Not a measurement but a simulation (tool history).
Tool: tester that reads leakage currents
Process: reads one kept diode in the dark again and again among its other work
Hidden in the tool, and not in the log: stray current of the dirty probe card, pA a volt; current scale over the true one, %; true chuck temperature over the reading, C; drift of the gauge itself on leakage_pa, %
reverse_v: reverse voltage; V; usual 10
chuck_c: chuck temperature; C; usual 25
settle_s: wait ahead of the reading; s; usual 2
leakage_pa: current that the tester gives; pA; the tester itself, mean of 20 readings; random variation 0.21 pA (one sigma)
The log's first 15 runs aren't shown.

run,hour,reverse_v,chuck_c,settle_s,hours of work since the probe card was cleaned,hours of work since the tester was calibrated,hours of work since the chuck was calibrated,leakage_pa
16,1169.6,1.1,25,0.71,1333,3043,576,21.03
17,1254.1,1.1,25,0.71,1390,3100,633,21.21
# hour 1324.2: probe card cleaned and baked
18,1352.3,1.1,25,2.06,19,3164,697,20.77
19,1453.3,1.1,25,2.06,87,3232,765,20.72
20,1504.1,1.1,25,2.06,121,3266,799,20.87
21,1593.6,1.1,25,2.06,181,3326,859,20.81
# hour 1610.1: chuck's temperature calibrated
22,1647,2,48,0.47,216,3361,25,143.68
23,1742.7,3.9,36,0.99,280,3425,89,90.37
24,1807,6.7,49,2,324,3469,132,288.03
25,1872.5,12.2,49,0.4,368,3513,177,404.21
26,1946.2,11.1,49,0.82,417,3562,226,379.11
27,2048.6,3,25,1.29,486,3631,295,35.77
28,2141,8.6,39,9.04,548,3693,357,167.03
29,2196.1,8.6,39,9.04,585,3730,394,167.23
30,2276.5,12.1,24,1.27,640,3785,448,70.41
31,2333.3,12.1,24,1.27,678,3823,487,70.34
32,2417.7,12.1,24,1.27,735,3880,544,70.47
33,2467.7,10,52,2,768,3913,577,432.73
34,2527.4,1,25,2,808,3953,617,19.68
35,2580,1,25,2,844,3989,653,19.63
36,2647.4,14,36,0.58,889,4034,698,182.93
37,2707.8,2.5,30,1.27,930,4075,739,46.71
38,2782.1,2.5,30,1.27,980,4125,789,46.53

Forecast run 39:
39,2877,10,37,2,1044,4189,853,?

{"run 39": {"leakage_pa": 159.14}}
Without the tool's hidden state the same run would have given leakage_pa 159.02 pA.
